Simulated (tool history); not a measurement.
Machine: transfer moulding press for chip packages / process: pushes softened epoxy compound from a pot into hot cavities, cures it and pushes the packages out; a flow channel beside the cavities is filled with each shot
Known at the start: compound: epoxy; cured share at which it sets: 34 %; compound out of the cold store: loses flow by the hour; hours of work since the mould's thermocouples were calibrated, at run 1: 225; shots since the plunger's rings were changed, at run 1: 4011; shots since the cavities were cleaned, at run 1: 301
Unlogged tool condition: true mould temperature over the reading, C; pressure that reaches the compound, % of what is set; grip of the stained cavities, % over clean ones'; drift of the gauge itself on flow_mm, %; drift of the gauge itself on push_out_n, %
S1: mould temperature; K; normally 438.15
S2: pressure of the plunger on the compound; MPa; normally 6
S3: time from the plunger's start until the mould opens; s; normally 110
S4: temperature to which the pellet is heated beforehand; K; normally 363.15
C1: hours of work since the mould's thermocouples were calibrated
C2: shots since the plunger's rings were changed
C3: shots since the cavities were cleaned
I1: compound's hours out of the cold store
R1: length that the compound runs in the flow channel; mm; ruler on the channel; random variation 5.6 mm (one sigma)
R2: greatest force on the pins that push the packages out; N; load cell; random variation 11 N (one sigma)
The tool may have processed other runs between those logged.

run,hour,S1,S2,S3,S4,C1,C2,C3,I1,R1,R2
1,0,438.15,6,110,363.15,225,4011,301,42,574,484
# hour 8.6: plunger's sealing rings changed
2,9.7,438.15,6,110,363.15,229,9,360,34.7,588,501
3,16.3,438.15,6,110,363.15,232,64,415,26.2,622,489
# hour 28.1: cavities cleaned with cleaning compound and waxed
4,31.7,438.15,6,138,363.15,239,179,30,23.6,629,413
5,39.7,438.15,6.31,110,363.15,244,245,96,26,634,487
6,53.1,438.15,6.31,110,363.15,250,354,205,33,618,496
7,61.2,438.15,6.31,110,363.15,255,421,272,26.6,628,498
8,75.1,438.15,6,110,363.15,262,537,388,38.9,582,499
9,82.3,438.15,6,110,363.15,265,596,447,37.7,583,510
# hour 90: cavities cleaned with cleaning compound and waxed
10,92.6,438.15,6,110,363.15,270,669,22,17,643,510
11,107.1,438.15,6,110,363.15,277,788,141,22.3,641,514
12,118,437.15,6,110,360.15,283,878,231,34.9,586,523
13,134.1,438.15,4.84,114,358.15,291,1010,363,35.8,537,467
14,147.3,433.15,6,110,363.15,298,1120,473,33,598,678
# hour 152.3: cavities cleaned with cleaning compound and waxed
15,162.8,433.15,7.45,99,363.15,306,1235,86,19,745,894
16,172.4,433.15,7.45,99,363.15,310,1314,165,45.2,628,813
17,183.6,443.15,4.64,123,363.15,316,1406,257,11.8,579,419
18,194.2,443.15,4.64,123,363.15,322,1494,345,22,549,416
19,205.8,437.15,7.18,110,363.15,328,1590,441,46.8,604,510
# hour 213.7: cavities cleaned with cleaning compound and waxed
20,219.7,437.15,7.18,110,363.15,334,1692,49,33.2,651,517
21,235.3,437.15,7.18,110,369.15,342,1821,178,29,669,546
22,243.7,438.15,7.29,143,366.15,347,1890,247,10.8,740,409

Hidden state at the last listed run before each entry between runs and at the first one after, where it differs:
Logged between run 1 and run 2: plunger's sealing rings changed (hour 8.6)
  pressure that reaches the compound, % of what is set: 99.76 -> 99.99
Logged between run 3 and run 4: cavities cleaned with cleaning compound and waxed (hour 28.1)
  pressure that reaches the compound, % of what is set: 99.99 -> 99.98; grip of the stained cavities, % over clean ones': 0.5 -> 0.1
Logged between run 9 and run 10: cavities cleaned with cleaning compound and waxed (hour 90)
  grip of the stained cavities, % over clean ones': 0.5 -> 0.1
Logged between run 14 and run 15: cavities cleaned with cleaning compound and waxed (hour 152.3)
  grip of the stained cavities, % over clean ones': 0.5 -> 0.1
Logged between run 19 and run 20: cavities cleaned with cleaning compound and waxed (hour 213.7)
  pressure that reaches the compound, % of what is set: 99.91 -> 99.9; grip of the stained cavities, % over clean ones': 0.4 -> 0.1

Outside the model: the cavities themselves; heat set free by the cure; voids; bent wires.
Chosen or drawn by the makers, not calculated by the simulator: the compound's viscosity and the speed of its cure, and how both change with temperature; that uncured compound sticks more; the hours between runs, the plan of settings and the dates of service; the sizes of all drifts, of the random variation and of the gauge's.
